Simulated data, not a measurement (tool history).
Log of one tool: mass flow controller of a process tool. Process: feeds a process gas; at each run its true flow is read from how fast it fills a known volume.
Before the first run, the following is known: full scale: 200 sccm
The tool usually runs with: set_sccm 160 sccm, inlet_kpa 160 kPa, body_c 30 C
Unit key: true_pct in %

| run | hour | set_sccm | inlet_kpa | body_c | true_pct |
|---|---|---|---|---|---|
| 1 | 0.0 | 160 | 160 | 30 | 97.67 |
| 2 | 253.3 | 69 | 160 | 30 | 97.06 |
| 3 | 473.5 | 69 | 160 | 28 | 97.15 |
| 4 | 786.3 | 69 | 160 | 28 | 97.38 |
| 5 | 955.5 | 69 | 160 | 28 | 97.37 |
| 6 | 1159.1 | 160 | 160 | 30 | 97.70 |
| 7 | 1377.1 | 160 | 160 | 26 | 98.04 |
| 8 | 1729.5 | 160 | 160 | 26 | 97.97 |
| 9 | 2108.8 | 21 | 160 | 30 | 100.01 |
| 10 | 2488.1 | 21 | 160 | 30 | 100.54 |
| 11 | 2699.0 | 160 | 160 | 30 | 97.66 |
| 12 | 2991.9 | 53 | 160 | 30 | 98.19 |
| 13 | 3343.0 | 53 | 160 | 30 | 98.40 |
| 14 | 3576.6 | 53 | 160 | 30 | 98.45 |
| 15 | 3919.7 | 160 | 160 | 30 | 97.62 |
| 16 | 4127.3 | 160 | 160 | 30 | 97.67 |
| 17 | 4440.4 | 160 | 160 | 30 | 97.63 |
| 18 | 4604.2 | 160 | 160 | 30 | 97.67 |
| 19 | 4882.9 | 160 | 144 | 30 | 97.68 |
|  | 4913.3 | controller's zero set anew |
| 20 | 5112.8 | 160 | 144 | 30 | 97.88 |
| 21 | 5351.6 | 160 | 146 | 30 | 97.87 |
| 22 | 5556.2 | 160 | 146 | 30 | 97.89 |
| 23 | 5764.8 | 160 | 160 | 30 | 97.95 |
| 24 | 6057.2 | 160 | 160 | 30 | 98.10 |
| 25 | 6241.4 | 62 | 199 | 35 | 99.52 |
| 26 | 6640.0 | 62 | 199 | 35 | 99.53 |
| 27 | 6978.6 | 118 | 152 | 37 | 97.60 |
|  | 7123.7 | controller's zero set anew, once more |
| 28 | 7166.5 | 118 | 152 | 37 | 95.27 |
| 29 | 7494.3 | 73 | 162 | 36 | 95.07 |
| 30 | 7739.2 | 185 | 162 | 36 | 95.94 |
| 31 | 7987.3 | 185 | 162 | 36 | 96.15 |
| 32 | 8238.9 | 185 | 184 | 37 | 95.96 |
| 33 | 8477.1 | 185 | 184 | 37 | 96.07 |
| 34 | 8758.1 | 185 | 258 | 37 | 96.54 |
| 35 | 8939.2 | 185 | 258 | 37 | 96.57 |
| 36 | 9293.6 | 121 | 162 | 27 | 96.22 |
| 37 | 9484.8 | 129 | 160 | 30 | 96.03 |
| 38 | 9817.9 | 45 | 150 | 30 | 96.65 |
| 39 | 10126.1 | 45 | 150 | 30 | 96.80 |
| 40 | 10391.5 | 115 | 151 | 25 | 96.52 |
| 41 | 10706.0 | 160 | 177 | 22 | 96.98 |
| 42 | 11022.4 | 150 | 176 | 24 | 96.82 |
| 43 | 11290.3 | 61 | 258 | 25 | 97.72 |
| 44 | 11465.9 | 61 | 258 | 25 | 97.78 |
| 45 | 11652.9 | 160 | 147 | 30 | 96.22 |
| 46 | 12000.0 | 160 | 147 | 30 | 96.16 |
| 47 | 12379.7 | 195 | 271 | 27 | 97.35 |

Consider 5 possible next runs. They are alternatives, not a sequence: every one starts from the tool as it was left by run 47. What does each give?
|  | 12530.5 | controller exchanged for a calibrated one |
| A | 12756.5 | 120 | 199 | 23 | ? |
|  | 12530.5 | controller exchanged for a calibrated one |
| B | 12756.5 | 160 | 160 | 37 | ? |
|  | 12530.5 | controller exchanged for a calibrated one |
| C | 12756.5 | 66 | 266 | 30 | ? |
|  | 12530.5 | controller exchanged for a calibrated one |
| D | 12756.5 | 29 | 271 | 27 | ? |
|  | 12530.5 | controller exchanged for a calibrated one |
| E | 12756.5 | 134 | 152 | 40 | ? |

| run | true_pct |
|---|---|
| A | 99.45 |
| B | 98.46 |
| C | 98.82 |
| D | 98.98 |
| E | 97.92 |
Had the tool no hidden state, the same runs would have come out as:
| run | true_pct |
|---|---|
| A | 99.50 |
| B | 98.54 |
| C | 98.77 |
| D | 98.64 |
| E | 97.98 |
